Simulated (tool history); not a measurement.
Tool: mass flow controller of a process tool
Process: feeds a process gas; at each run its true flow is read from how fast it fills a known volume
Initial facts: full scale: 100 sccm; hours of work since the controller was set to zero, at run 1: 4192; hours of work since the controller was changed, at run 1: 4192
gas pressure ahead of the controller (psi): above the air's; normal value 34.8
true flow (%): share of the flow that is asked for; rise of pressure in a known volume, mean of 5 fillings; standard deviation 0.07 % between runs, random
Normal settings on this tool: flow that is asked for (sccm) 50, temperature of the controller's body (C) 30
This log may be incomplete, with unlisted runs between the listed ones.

run    hour  flow that is asked for (sccm)  gas pressure ahead of the controller (psi)  temperature of the controller's body (C)  hours of work since the controller was set to zero  hours of work since the controller was changed  true flow (%)
  1     0.0                             50                                        34.8                                        30                                                4192                                            4192          96.51
  2   109.5                             50                                        34.8                                        30                                                4245                                            4245          96.53
  3   261.7                             50                                        34.8                                        30                                                4318                                            4318          96.34
  4   428.2                             50                                        34.8                                        30                                                4398                                            4398          96.17
  5   573.9                             50                                        34.8                                        30                                                4468                                            4468          96.16
  6   748.7                             50                                        34.8                                        37                                                4552                                            4552          96.89
  7   935.2                             49                                        34.8                                        37                                                4642                                            4642          96.93
  8  1084.1                             20                                        39.5                                        37                                                4713                                            4713          94.90
  9  1196.2                             20                                        39.5                                        37                                                4767                                            4767          94.93
 10  1329.4                             20                                        26.4                                        34                                                4831                                            4831          95.17
 11  1461.0                             32                                        20.7                                        28                                                4894                                            4894          95.71
 12  1606.9                             50                                        28.3                                        30                                                4964                                            4964          96.35

Consider 5 possible next runs. They are alternatives, not a sequence: every one starts from the tool as it was left by run 12. What does each give?
  A  1811.6                             49                                        24.7                                        40                                                5063                                            5063              ?
  B  1811.6                             67                                        36.8                                        21                                                5063                                            5063              ?
  C  1811.6                             81                                        32.2                                        24                                                5063                                            5063              ?
  D  1811.6                             60                                        31.3                                        30                                                5063                                            5063              ?
  E  1811.6                             50                                        26.1                                        26                                                5063                                            5063              ?

run  true flow (%)
  A          97.47
  B          95.25
  C          96.24
  D          96.41
  E          95.91
Stripped of hidden state, with their random variation kept, the same runs would have yielded:
run  true flow (%)
  A         100.90
  B          98.47
  C          99.36
  D          99.70
  E          99.32

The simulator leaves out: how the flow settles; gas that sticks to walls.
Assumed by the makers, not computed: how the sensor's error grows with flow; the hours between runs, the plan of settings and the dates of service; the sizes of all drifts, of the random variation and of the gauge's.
